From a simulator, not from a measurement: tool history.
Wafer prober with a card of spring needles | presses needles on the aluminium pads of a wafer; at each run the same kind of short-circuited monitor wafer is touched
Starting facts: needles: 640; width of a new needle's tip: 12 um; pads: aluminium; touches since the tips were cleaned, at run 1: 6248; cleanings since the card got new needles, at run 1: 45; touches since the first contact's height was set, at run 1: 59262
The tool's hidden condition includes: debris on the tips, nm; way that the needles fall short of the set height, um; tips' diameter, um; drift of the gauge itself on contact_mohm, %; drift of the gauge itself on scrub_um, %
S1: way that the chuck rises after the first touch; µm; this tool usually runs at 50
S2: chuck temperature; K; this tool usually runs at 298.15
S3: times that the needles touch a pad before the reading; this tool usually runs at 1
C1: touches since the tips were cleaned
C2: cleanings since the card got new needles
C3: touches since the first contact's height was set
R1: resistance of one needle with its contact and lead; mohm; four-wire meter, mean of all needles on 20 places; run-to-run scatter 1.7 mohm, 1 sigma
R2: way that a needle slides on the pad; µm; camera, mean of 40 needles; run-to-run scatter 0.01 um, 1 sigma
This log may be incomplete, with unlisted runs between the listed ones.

| run | hour | S1 | S2 | S3 | C1 | C2 | C3 | R1 | R2 |
|---|---|---|---|---|---|---|---|---|---|
| 1 | 0.0 | 50 | 298.15 | 1 | 6248 | 45 | 59262 | 176 | 13.41 |
|  | 6.7 | tips cleaned on abrasive film |
|  | 25.3 | tips cleaned on abrasive film |
| 2 | 29.2 | 50 | 298.15 | 1 | 1834 | 47 | 72947 | 176 | 13.39 |
|  | 43.0 | tips cleaned on abrasive film |
| 3 | 52.6 | 50 | 298.15 | 1 | 4566 | 48 | 83993 | 175 | 13.38 |
|  | 59.7 | tips cleaned on abrasive film |
|  | 77.4 | tips cleaned on abrasive film |
| 4 | 84.7 | 50 | 298.15 | 1 | 3470 | 50 | 99066 | 171 | 13.39 |
|  | 97.1 | tips cleaned on abrasive film |
| 5 | 108.3 | 60 | 298.15 | 1 | 5293 | 51 | 110150 | 175 | 16.06 |
|  | 112.5 | height of the first contact set anew |
|  | 115.1 | tips cleaned on abrasive film |
|  | 132.8 | tips cleaned on abrasive film |
| 6 | 144.0 | 60 | 298.15 | 1 | 5317 | 53 | 14796 | 172 | 16.09 |
|  | 152.1 | tips cleaned on abrasive film |
|  | 171.3 | tips cleaned on abrasive film |
|  | 189.3 | tips cleaned on abrasive film |
| 7 | 190.5 | 60 | 298.15 | 1 | 590 | 56 | 36635 | 173 | 16.07 |
|  | 206.9 | tips cleaned on abrasive film |
|  | 226.2 | tips cleaned on abrasive film |
| 8 | 230.5 | 49 | 298.15 | 1 | 2035 | 58 | 55431 | 176 | 13.14 |
|  | 245.5 | tips cleaned on abrasive film |
|  | 262.5 | tips cleaned on abrasive film |
|  | 279.2 | tips cleaned on abrasive film |
| 9 | 280.1 | 50 | 307.15 | 1 | 461 | 61 | 78758 | 176 | 13.42 |
|  | 296.2 | tips cleaned on abrasive film |
| 10 | 306.5 | 50 | 307.15 | 1 | 4847 | 62 | 91177 | 176 | 13.39 |
|  | 313.4 | tips cleaned on abrasive film |
|  | 331.8 | tips cleaned on abrasive film |
|  | 350.7 | tips cleaned on abrasive film |
|  | 351.0 | height of the first contact set anew |
| 11 | 354.6 | 50 | 307.15 | 1 | 1721 | 65 | 1721 | 174 | 13.40 |
|  | 367.9 | tips cleaned on abrasive film |
| 12 | 376.9 | 51 | 298.15 | 1 | 4258 | 66 | 12227 | 173 | 13.67 |
|  | 386.0 | tips cleaned on abrasive film |
|  | 404.7 | tips cleaned on abrasive film |
|  | 422.7 | tips cleaned on abrasive film |
| 13 | 427.1 | 51 | 298.15 | 1 | 2037 | 69 | 35775 | 176 | 13.67 |
|  | 440.2 | tips cleaned on abrasive film |
| 14 | 452.8 | 31 | 378.15 | 1 | 5980 | 70 | 47920 | 200 | 8.31 |
|  | 458.0 | tips cleaned on abrasive film |
|  | 477.1 | tips cleaned on abrasive film |
| 15 | 478.2 | 52 | 302.15 | 1 | 487 | 72 | 59787 | 173 | 13.96 |
|  | 496.9 | tips cleaned on abrasive film |
| 16 | 499.9 | 59 | 313.15 | 1 | 1411 | 73 | 70014 | 176 | 15.82 |
|  | 516.5 | tips cleaned on abrasive film |
| 17 | 521.3 | 59 | 313.15 | 1 | 2255 | 74 | 80065 | 175 | 15.80 |
|  | 535.9 | tips cleaned on abrasive film |
|  | 553.1 | tips cleaned on abrasive film |
| 18 | 560.6 | 51 | 318.15 | 1 | 3551 | 76 | 98581 | 178 | 13.66 |
|  | 572.7 | tips cleaned on abrasive film |
|  | 588.4 | height of the first contact set anew |
|  | 592.1 | tips cleaned on abrasive film |
| 19 | 606.7 | 42 | 298.15 | 1 | 6943 | 78 | 8607 | 177 | 11.25 |
|  | 608.9 | tips cleaned on abrasive film |
|  | 627.7 | tips cleaned on abrasive film |
|  | 645.7 | tips cleaned on abrasive film |
| 20 | 648.1 | 42 | 298.15 | 1 | 1136 | 81 | 28029 | 175 | 11.26 |
|  | 665.0 | tips cleaned on abrasive film |
| 21 | 673.9 | 42 | 298.15 | 1 | 4229 | 82 | 40183 | 178 | 11.25 |
|  | 682.0 | tips cleaned on abrasive film |
|  | 700.1 | tips cleaned on abrasive film |
|  | 719.3 | tips cleaned on abrasive film |
| 22 | 719.3 | 42 | 371.15 | 3 | 0 | 85 | 61488 | 194 | 11.24 |
|  | 735.9 | tips cleaned on abrasive film |
|  | 753.2 | tips cleaned on abrasive film |
| 23 | 767.7 | 38 | 309.15 | 1 | 6830 | 87 | 84250 | 184 | 10.19 |
|  | 771.8 | tips cleaned on abrasive film |
|  | 788.1 | tips cleaned on abrasive film |
|  | 805.4 | tips cleaned on abrasive film |
| 24 | 816.2 | 38 | 309.15 | 1 | 5070 | 90 | 107021 | 183 | 10.19 |
|  | 822.4 | tips cleaned on abrasive film |
|  | 827.8 | height of the first contact set anew |
|  | 841.3 | tips cleaned on abrasive film |
| 25 | 851.0 | 54 | 352.15 | 2 | 4557 | 92 | 10921 | 186 | 14.46 |
|  | 859.0 | tips cleaned on abrasive film |
|  | 878.1 | tips cleaned on abrasive film |
|  | 896.1 | tips cleaned on abrasive film |
| 26 | 897.6 | 54 | 352.15 | 2 | 666 | 95 | 32797 | 185 | 14.48 |

Describe how what the log doesn't record of the tool's condition differs between the last listed run preceding each entry between runs and the first listed run following it.
In the gap between runs 1 and 2: tips cleaned on abrasive film (hour 6.7); tips cleaned on abrasive film (hour 25.3)
  debris on the tips, nm: 1.5 -> 0.6
In the gap between runs 2 and 3: tips cleaned on abrasive film (hour 43.0)
  debris on the tips, nm: 0.6 -> 1.3
In the gap between runs 3 and 4: tips cleaned on abrasive film (hour 59.7); tips cleaned on abrasive film (hour 77.4)
  debris on the tips, nm: 1.3 -> 1; way that the needles fall short of the set height, um: 0 -> 0.01
In the gap between runs 4 and 5: tips cleaned on abrasive film (hour 97.1)
  debris on the tips, nm: 1 -> 1.3
In the gap between runs 5 and 6: height of the first contact set anew (hour 112.5); tips cleaned on abrasive film (hour 115.1); tips cleaned on abrasive film (hour 132.8)
  way that the needles fall short of the set height, um: 0.01 -> 0
In the gap between runs 6 and 7: tips cleaned on abrasive film (hour 152.1); tips cleaned on abrasive film (hour 171.3); tips cleaned on abrasive film (hour 189.3)
  debris on the tips, nm: 1.3 -> 0.3
In the gap between runs 7 and 8: tips cleaned on abrasive film (hour 206.9); tips cleaned on abrasive film (hour 226.2)
  debris on the tips, nm: 0.3 -> 0.7
In the gap between runs 8 and 9: tips cleaned on abrasive film (hour 245.5); tips cleaned on abrasive film (hour 262.5); tips cleaned on abrasive film (hour 279.2)
  debris on the tips, nm: 0.7 -> 0.3
In the gap between runs 9 and 10: tips cleaned on abrasive film (hour 296.2)
  debris on the tips, nm: 0.3 -> 1.2; way that the needles fall short of the set height, um: 0 -> 0.01
In the gap between runs 10 and 11: tips cleaned on abrasive film (hour 313.4); tips cleaned on abrasive film (hour 331.8); tips cleaned on abrasive film (hour 350.7); height of the first contact set anew (hour 351.0)
  debris on the tips, nm: 1.2 -> 0.6; way that the needles fall short of the set height, um: 0.01 -> 0
In the gap between runs 11 and 12: tips cleaned on abrasive film (hour 367.9)
  debris on the tips, nm: 0.6 -> 1.2
In the gap between runs 12 and 13: tips cleaned on abrasive film (hour 386.0); tips cleaned on abrasive film (hour 404.7); tips cleaned on abrasive film (hour 422.7)
  debris on the tips, nm: 1.2 -> 0.8
In the gap between runs 13 and 14: tips cleaned on abrasive film (hour 440.2)
  debris on the tips, nm: 0.8 -> 1.4
In the gap between runs 14 and 15: tips cleaned on abrasive film (hour 458.0); tips cleaned on abrasive film (hour 477.1)
  debris on the tips, nm: 1.4 -> 0.3
In the gap between runs 15 and 16: tips cleaned on abrasive film (hour 496.9)
  debris on the tips, nm: 0.3 -> 0.5
In the gap between runs 16 and 17: tips cleaned on abrasive film (hour 516.5)
  debris on the tips, nm: 0.5 -> 0.7
In the gap between runs 17 and 18: tips cleaned on abrasive film (hour 535.9); tips cleaned on abrasive film (hour 553.1)
  debris on the tips, nm: 0.7 -> 1; way that the needles fall short of the set height, um: 0 -> 0.01
In the gap between runs 18 and 19: tips cleaned on abrasive film (hour 572.7); height of the first contact set anew (hour 588.4); tips cleaned on abrasive film (hour 592.1)
  debris on the tips, nm: 1 -> 1.4; way that the needles fall short of the set height, um: 0.01 -> 0
In the gap between runs 19 and 20: tips cleaned on abrasive film (hour 608.9); tips cleaned on abrasive film (hour 627.7); tips cleaned on abrasive film (hour 645.7)
  debris on the tips, nm: 1.4 -> 0.5
In the gap between runs 20 and 21: tips cleaned on abrasive film (hour 665.0)
  debris on the tips, nm: 0.5 -> 1.1
In the gap between runs 21 and 22: tips cleaned on abrasive film (hour 682.0); tips cleaned on abrasive film (hour 700.1); tips cleaned on abrasive film (hour 719.3)
  debris on the tips, nm: 1.1 -> 0.1
In the gap between runs 22 and 23: tips cleaned on abrasive film (hour 735.9); tips cleaned on abrasive film (hour 753.2)
  debris on the tips, nm: 0.1 -> 1.4; way that the needles fall short of the set height, um: 0 -> 0.01; tips' diameter, um: 12.01 -> 12.02
In the gap between runs 23 and 24: tips cleaned on abrasive film (hour 771.8); tips cleaned on abrasive film (hour 788.1); tips cleaned on abrasive film (hour 805.4)
  debris on the tips, nm: 1.4 -> 1.3
In the gap between runs 24 and 25: tips cleaned on abrasive film (hour 822.4); height of the first contact set anew (hour 827.8); tips cleaned on abrasive film (hour 841.3)
  debris on the tips, nm: 1.3 -> 1.2; way that the needles fall short of the set height, um: 0.01 -> 0
In the gap between runs 25 and 26: tips cleaned on abrasive film (hour 859.0); tips cleaned on abrasive film (hour 878.1); tips cleaned on abrasive film (hour 896.1)
  debris on the tips, nm: 1.2 -> 0.4

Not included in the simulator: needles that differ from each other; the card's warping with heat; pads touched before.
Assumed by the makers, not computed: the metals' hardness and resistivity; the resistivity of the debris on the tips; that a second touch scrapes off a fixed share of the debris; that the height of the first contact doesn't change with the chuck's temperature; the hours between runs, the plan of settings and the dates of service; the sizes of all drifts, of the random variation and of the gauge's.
